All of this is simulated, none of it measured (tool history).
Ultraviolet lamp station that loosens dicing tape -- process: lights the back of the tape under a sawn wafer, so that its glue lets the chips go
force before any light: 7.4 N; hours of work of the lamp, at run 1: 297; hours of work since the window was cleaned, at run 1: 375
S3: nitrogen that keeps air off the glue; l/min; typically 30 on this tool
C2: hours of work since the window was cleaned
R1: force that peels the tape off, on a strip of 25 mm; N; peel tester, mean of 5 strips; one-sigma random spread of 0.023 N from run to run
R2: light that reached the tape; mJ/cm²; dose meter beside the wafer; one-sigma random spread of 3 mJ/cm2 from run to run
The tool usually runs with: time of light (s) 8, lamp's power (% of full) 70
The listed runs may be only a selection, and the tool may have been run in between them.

Run 1, hour 0: usual settings; hours of work of the lamp 297; C2 375. Result: R1 1.337 N, R2 406 mJ/cm².
Run 2, hour 24.1: usual settings but S3 21 l/min; hours of work of the lamp 316; C2 394. Result: R1 1.702 N, R2 407 mJ/cm².
Run 3, hour 36.5: usual settings but S3 21 l/min; hours of work of the lamp 326; C2 404. Result: R1 1.701 N, R2 410 mJ/cm².
Run 4, hour 55.1: usual settings but S3 21 l/min; hours of work of the lamp 341; C2 419. Result: R1 1.758 N, R2 405 mJ/cm².
Run 5, hour 70.3: usual settings but S3 21 l/min; hours of work of the lamp 353; C2 431. Result: R1 1.735 N, R2 397 mJ/cm².
At hour 78.3: window cleaned of glue's vapour.
Run 6, hour 97.2: usual settings but S3 21 l/min; hours of work of the lamp 374; C2 15. Result: R1 1.585 N, R2 426 mJ/cm².
Run 7, hour 110.6: usual settings but S3 21 l/min; hours of work of the lamp 385; C2 26. Result: R1 1.656 N, R2 419 mJ/cm².
Run 8, hour 129: usual settings; hours of work of the lamp 400; C2 40. Result: R1 1.287 N, R2 417 mJ/cm².

For run 9, what comes out?
Run 9, hour 152.4: usual settings but time of light (s) 13, lamp's power (% of full) 62, S3 32 l/min; hours of work of the lamp 418; C2 59. Result: R1 ?, R2 ?.

{"run 9": {"R1": 0.593, "R2": 605}}
Minus the tool's unlogged condition, the same run would have read R1 0.493 N, R2 654 mJ/cm².

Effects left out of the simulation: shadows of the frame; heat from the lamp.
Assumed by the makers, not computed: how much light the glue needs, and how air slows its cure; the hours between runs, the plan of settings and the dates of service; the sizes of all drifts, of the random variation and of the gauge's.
